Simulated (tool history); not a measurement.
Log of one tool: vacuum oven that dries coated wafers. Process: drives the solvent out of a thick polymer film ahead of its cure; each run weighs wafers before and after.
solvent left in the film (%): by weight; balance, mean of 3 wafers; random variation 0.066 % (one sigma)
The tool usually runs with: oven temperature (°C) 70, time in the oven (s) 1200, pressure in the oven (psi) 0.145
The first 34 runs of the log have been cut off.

| run | hour | oven temperature (°C) | time in the oven (s) | pressure in the oven (psi) | hours of work since the thermocouples were calibrated | hours of work since the vacuum gauge was cleaned of residue | solvent left in the film (%) |
|---|---|---|---|---|---|---|---|
| 35 | 960.2 | 57 | 720 | 0.479 | 114 | 1201 | 13.70 |
| 36 | 1001.5 | 57 | 720 | 0.479 | 135 | 1222 | 13.81 |
| 37 | 1039.8 | 79 | 1080 | 0.083 | 155 | 1242 | 1.69 |
| 38 | 1065.7 | 79 | 1560 | 0.189 | 168 | 1255 | 1.26 |
|  | 1090.3 | vacuum gauge cleaned of residue and calibrated |
| 39 | 1104.2 | 71 | 1740 | 0.560 | 187 | 7 | 4.19 |
| 40 | 1123.7 | 63 | 1920 | 0.090 | 197 | 17 | 4.27 |
| 41 | 1141.4 | 55 | 1920 | 0.139 | 206 | 26 | 8.43 |
| 42 | 1165.2 | 55 | 1920 | 0.139 | 218 | 38 | 8.28 |
| 43 | 1195.6 | 70 | 1200 | 0.110 | 234 | 54 | 3.89 |
| 44 | 1227.9 | 70 | 1440 | 0.165 | 250 | 70 | 3.42 |
| 45 | 1267.7 | 70 | 1440 | 0.165 | 271 | 91 | 3.33 |
| 46 | 1298.3 | 82 | 1200 | 0.145 | 286 | 106 | 0.97 |
| 47 | 1323.4 | 59 | 840 | 0.265 | 299 | 119 | 11.42 |

Forecast each of these 3 alternatives for the next run:
| A | 1341.0 | 83 | 1380 | 0.424 | 308 | 128 | ? |
| B | 1341.0 | 69 | 1200 | 0.145 | 308 | 128 | ? |
| C | 1341.0 | 84 | 780 | 0.220 | 308 | 128 | ? |

| run | solvent left in the film (%) |
|---|---|
| A | 1.54 |
| B | 4.53 |
| C | 1.82 |
Stripped of hidden state, with their random variation kept, the same runs would have yielded:
| run | solvent left in the film (%) |
|---|---|
| A | 1.58 |
| B | 4.71 |
| C | 1.92 |
